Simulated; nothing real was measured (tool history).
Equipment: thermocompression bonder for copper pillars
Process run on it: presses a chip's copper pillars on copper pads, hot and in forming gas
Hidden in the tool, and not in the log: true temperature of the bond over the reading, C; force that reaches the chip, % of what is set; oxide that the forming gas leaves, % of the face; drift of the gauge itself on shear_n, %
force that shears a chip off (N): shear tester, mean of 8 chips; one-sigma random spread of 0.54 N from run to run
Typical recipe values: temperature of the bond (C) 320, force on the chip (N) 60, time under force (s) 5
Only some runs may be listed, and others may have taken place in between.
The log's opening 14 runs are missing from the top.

run	hour	temperature of the bond (C)	force on the chip (N)	time under force (s)	hours of work since the heater was calibrated	hours of work since the force cell was calibrated	hours of work since the gas filter was changed	force that shears a chip off (N)
15	698.5	320	60	5	558	558	283	44.9
16	739.0	320	86	5	583	583	309	61.5
17	802.1	320	60	3	623	623	348	36.9
18	842.3	320	60	3	648	648	373	36.7
# hour 861.7: forming gas filter changed
19	887.9	320	60	3	676	676	16	37.7
20	918.2	320	60	3	695	695	35	37.5
21	981.3	334	71	5	734	734	75	61.0
22	1014.3	320	46	10	755	755	95	46.2
23	1076.3	294	46	10	794	794	134	35.6
24	1136.8	320	75	5	831	831	172	57.4
25	1191.7	325	60	5	866	866	206	48.9
26	1255.5	325	60	5	905	905	246	48.3
27	1291.5	325	60	5	928	928	268	49.1
28	1327.6	325	60	5	950	950	291	49.1
29	1381.4	325	60	5	984	984	324	48.2
30	1416.6	325	60	5	1006	1006	347	50.0
# hour 1476.8: forming gas filter changed
31	1476.8	298	62	3	1043	1043	0	34.0
32	1517.7	299	60	8	1069	1069	25	48.6
33	1579.4	338	43	8	1107	1107	64	48.0
34	1611.0	320	60	9	1127	1127	84	59.8
35	1663.1	301	45	7	1160	1160	116	34.7
36	1703.3	338	52	7	1185	1185	141	55.3
37	1761.9	347	87	5	1221	1221	178	79.5
38	1808.0	347	87	5	1250	1250	207	80.7
39	1842.5	326	60	5	1272	1272	228	51.7

Branching from run 39: 5 alternative next runs. What would each branch give?
A	1901.5	326	90	12	1309	1309	265	?
B	1901.5	350	54	14	1309	1309	265	?
C	1901.5	326	60	15	1309	1309	265	?
D	1901.5	291	56	4	1309	1309	265	?
E	1901.5	322	60	4	1309	1309	265	?

run	force that shears a chip off (N)
A	90.8
B	76.3
C	72.1
D	31.9
E	46.4
What these runs would have given with no unlogged condition in the tool:
run	force that shears a chip off (N)
A	84.0
B	68.9
C	64.2
D	26.4
E	39.7
